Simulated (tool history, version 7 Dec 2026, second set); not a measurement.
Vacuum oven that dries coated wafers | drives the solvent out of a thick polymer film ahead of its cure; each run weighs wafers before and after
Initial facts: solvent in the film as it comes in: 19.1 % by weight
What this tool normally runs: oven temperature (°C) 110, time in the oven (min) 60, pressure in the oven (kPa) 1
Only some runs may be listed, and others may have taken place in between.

| run | hour | oven temperature (°C) | time in the oven (min) | pressure in the oven (kPa) | solvent left in the film (%) |
|---|---|---|---|---|---|
| 1 | 0 | 110 | 60 | 1 | 2.28 |
| 2 | 29.4 | 110 | 60 | 0.66 | 2.21 |
| 3 | 62.4 | 97 | 60 | 0.66 | 6.88 |
| 4 | 94.2 | 97 | 60 | 0.66 | 6.93 |
| 5 | 123.8 | 97 | 60 | 0.66 | 6.92 |
| 6 | 149.4 | 110 | 60 | 1 | 2.3 |
| 7 | 178 | 110 | 60 | 1 | 2.27 |
| 8 | 195.4 | 110 | 60 | 1 | 2.3 |
| 9 | 226.9 | 110 | 60 | 1 | 2.27 |
| 10 | 254.5 | 110 | 60 | 1 | 2.31 |
| 11 | 270.7 | 110 | 60 | 1 | 2.26 |
| 12 | 299.4 | 110 | 60 | 1 | 2.23 |
| 13 | 323.1 | 110 | 60 | 1 | 2.3 |
| 14 | 352.4 | 110 | 60 | 1 | 2.27 |
| 15 | 369.5 | 110 | 60 | 1 | 2.25 |
| 16 | 386.3 | 110 | 60 | 3.71 | 2.81 |
| 17 | 415.7 | 97 | 60 | 1 | 6.9 |
| 18 | 441.3 | 110 | 60 | 1 | 2.33 |
| 19 | 459.7 | 110 | 60 | 1 | 2.27 |
| 20 | 493.1 | 110 | 60 | 1 | 2.22 |
| 21 | 517 | 114 | 60 | 1 | 1.29 |
| 22 | 538.5 | 114 | 60 | 1 | 1.31 |
| 23 | 560.1 | 114 | 60 | 1 | 1.34 |
| 24 | 576.5 | 114 | 60 | 1 | 1.3 |
| 25 | 593.1 | 114 | 60 | 1 | 1.33 |
| 26 | 626.2 | 110 | 60 | 0.53 | 2.12 |
| 27 | 646.4 | 110 | 60 | 0.53 | 2.23 |
| 28 | 662.8 | 110 | 75 | 2.68 | 1.82 |
| 29 | 681 | 110 | 49 | 0.64 | 3.07 |
| 30 | 698.1 | 110 | 49 | 2.86 | 3.48 |
| 31 | 732.3 | 110 | 69 | 0.78 | 1.7 |
| 32 | 748.6 | 95 | 60 | 2.31 | 8.07 |
| 33 | 764.5 | 103 | 96 | 2.31 | 2.64 |
| 34 | 788.1 | 99 | 60 | 0.54 | 6.06 |
| 35 | 819.1 | 99 | 60 | 0.54 | 6.1 |
| 36 | 839.8 | 110 | 78 | 0.87 | 1.31 |
| 37 | 861.5 | 101 | 72 | 3.54 | 4.99 |
| 38 | 887.3 | 110 | 60 | 1.12 | 2.28 |
| 39 | 917.1 | 110 | 99 | 1.64 | 0.92 |
| 40 | 932.5 | 110 | 67 | 2.38 | 2.13 |
| 41 | 966.1 | 110 | 67 | 2.38 | 2.09 |
| 42 | 994.1 | 110 | 67 | 2.38 | 2.11 |
| 43 | 1020.5 | 110 | 67 | 2.38 | 2.13 |
| 44 | 1049 | 113 | 60 | 1 | 1.49 |
| 45 | 1063.5 | 125 | 50 | 1.44 | 0.42 |
| 46 | 1077.6 | 125 | 50 | 1.44 | 0.39 |
| 47 | 1096.9 | 104 | 44 | 1.05 | 5.98 |

Results per run with the tool's hidden condition removed, run-to-run variation unchanged:
The hidden state here: true wafer temperature over the reading, C; true pressure over the reading, kPa; drift of the gauge itself on solvent_pct, %.
| run | solvent left in the film (%) |
|---|---|
| 1 | 2.3 |
| 2 | 2.23 |
| 3 | 6.91 |
| 4 | 6.96 |
| 5 | 6.94 |
| 6 | 2.31 |
| 7 | 2.29 |
| 8 | 2.32 |
| 9 | 2.28 |
| 10 | 2.32 |
| 11 | 2.28 |
| 12 | 2.25 |
| 13 | 2.32 |
| 14 | 2.29 |
| 15 | 2.27 |
| 16 | 2.83 |
| 17 | 6.93 |
| 18 | 2.35 |
| 19 | 2.29 |
| 20 | 2.24 |
| 21 | 1.3 |
| 22 | 1.32 |
| 23 | 1.35 |
| 24 | 1.32 |
| 25 | 1.34 |
| 26 | 2.14 |
| 27 | 2.25 |
| 28 | 1.84 |
| 29 | 3.1 |
| 30 | 3.51 |
| 31 | 1.72 |
| 32 | 8.1 |
| 33 | 2.66 |
| 34 | 6.09 |
| 35 | 6.14 |
| 36 | 1.32 |
| 37 | 5.02 |
| 38 | 2.3 |
| 39 | 0.93 |
| 40 | 2.15 |
| 41 | 2.12 |
| 42 | 2.13 |
| 43 | 2.15 |
| 44 | 1.51 |
| 45 | 0.42 |
| 46 | 0.39 |
| 47 | 6.02 |

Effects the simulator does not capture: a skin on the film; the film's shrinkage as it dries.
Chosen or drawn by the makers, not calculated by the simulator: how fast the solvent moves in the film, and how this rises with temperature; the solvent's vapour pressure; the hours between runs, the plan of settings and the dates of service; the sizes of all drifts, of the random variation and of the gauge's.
